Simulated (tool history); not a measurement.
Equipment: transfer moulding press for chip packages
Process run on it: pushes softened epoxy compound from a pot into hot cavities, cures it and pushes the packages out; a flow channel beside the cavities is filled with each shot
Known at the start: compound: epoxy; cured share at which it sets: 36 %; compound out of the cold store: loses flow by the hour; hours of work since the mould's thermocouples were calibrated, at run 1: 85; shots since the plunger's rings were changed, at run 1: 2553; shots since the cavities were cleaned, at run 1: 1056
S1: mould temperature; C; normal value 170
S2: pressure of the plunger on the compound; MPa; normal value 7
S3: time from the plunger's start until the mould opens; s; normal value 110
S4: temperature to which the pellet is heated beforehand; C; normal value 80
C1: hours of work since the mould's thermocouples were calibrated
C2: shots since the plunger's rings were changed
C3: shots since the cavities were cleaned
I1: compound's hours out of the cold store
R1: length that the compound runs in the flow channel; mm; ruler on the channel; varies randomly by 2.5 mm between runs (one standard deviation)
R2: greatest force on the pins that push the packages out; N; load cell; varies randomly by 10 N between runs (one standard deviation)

Run 1, hour 0: usual settings; C1 85; C2 2553; C3 1056; I1 11.4. Result: R1 1010 mm, R2 1001 N.
At hour 15.8: cavities cleaned with cleaning compound and waxed.
Run 2, hour 52.4: usual settings; C1 122; C2 3162; C3 438; I1 36.7. Result: R1 914 mm, R2 790 N.
Run 3, hour 91.6: usual settings; C1 152; C2 3630; C3 906; I1 19.9. Result: R1 967 mm, R2 958 N.
At hour 117.7: cavities cleaned with cleaning compound and waxed.
Run 4, hour 171.5: usual settings; C1 210; C2 4567; C3 642; I1 27.9. Result: R1 929 mm, R2 849 N.
At hour 192.4: plunger's sealing rings changed.
At hour 224.7: cavities cleaned with cleaning compound and waxed.
Run 5, hour 250.9: usual settings; C1 266; C2 681; C3 314; I1 30.6. Result: R1 948 mm, R2 695 N.
Run 6, hour 293.8: usual settings; C1 298; C2 1193; C3 826; I1 35.2. Result: R1 930 mm, R2 905 N.
At hour 330.8: cavities cleaned with cleaning compound and waxed.
Run 7, hour 348.1: usual settings but S1 171 C; C1 338; C2 1825; C3 208; I1 40.3. Result: R1 902 mm, R2 623 N.
Run 8, hour 400.4: usual settings but S1 171 C; C1 377; C2 2450; C3 833; I1 13.2. Result: R1 992 mm, R2 869 N.
At hour 436.3: cavities cleaned with cleaning compound and waxed.
Run 9, hour 466.3: usual settings but S1 168 C; C1 425; C2 3219; C3 358; I1 47.5. Result: R1 877 mm, R2 792 N.
Run 10, hour 520.1: usual settings but S1 172 C; C1 465; C2 3862; C3 1001; I1 11.2. Result: R1 985 mm, R2 917 N.
At hour 540.4: cavities cleaned with cleaning compound and waxed.
At hour 599.2: plunger's sealing rings changed.
Run 11, hour 599.2: usual settings but S1 167 C, S3 143 s, S4 87 C; C1 521; C2 0; C3 673; I1 42.8. Result: R1 922 mm, R2 764 N.
At hour 645.2: cavities cleaned with cleaning compound and waxed.
Run 12, hour 655.5: usual settings but S1 167 C, S3 143 s, S4 87 C; C1 562; C2 654; C3 122; I1 36.3. Result: R1 944 mm, R2 538 N.
At hour 714.8: mould's thermocouples calibrated.
Run 13, hour 739.8: usual settings but S1 167 C, S3 111 s, S4 74 C; C1 19; C2 1638; C3 1106; I1 8.4. Result: R1 1050 mm, R2 1203 N.
At hour 751.1: cavities cleaned with cleaning compound and waxed.
Run 14, hour 802.5: usual settings but S2 6.71 MPa, S3 130 s, S4 84 C; C1 64; C2 2370; C3 615; I1 15.1. Result: R1 978 mm, R2 764 N.
At hour 857.8: cavities cleaned with cleaning compound and waxed.
Run 15, hour 863.5: usual settings but S4 71 C; C1 109; C2 3081; C3 68; I1 26.8. Result: R1 951 mm, R2 552 N.

Run 16 has not been measured yet. What should we expect?
Run 16, hour 927.5: usual settings but S4 71 C; C1 156; C2 3846; C3 833; I1 19.4. Result: R1 ?, R2 ?.

{"run 16": {"R1": 973, "R2": 942}}
Had the tool carried no hidden state, the very same run would have given R1 1004 mm, R2 483 N.

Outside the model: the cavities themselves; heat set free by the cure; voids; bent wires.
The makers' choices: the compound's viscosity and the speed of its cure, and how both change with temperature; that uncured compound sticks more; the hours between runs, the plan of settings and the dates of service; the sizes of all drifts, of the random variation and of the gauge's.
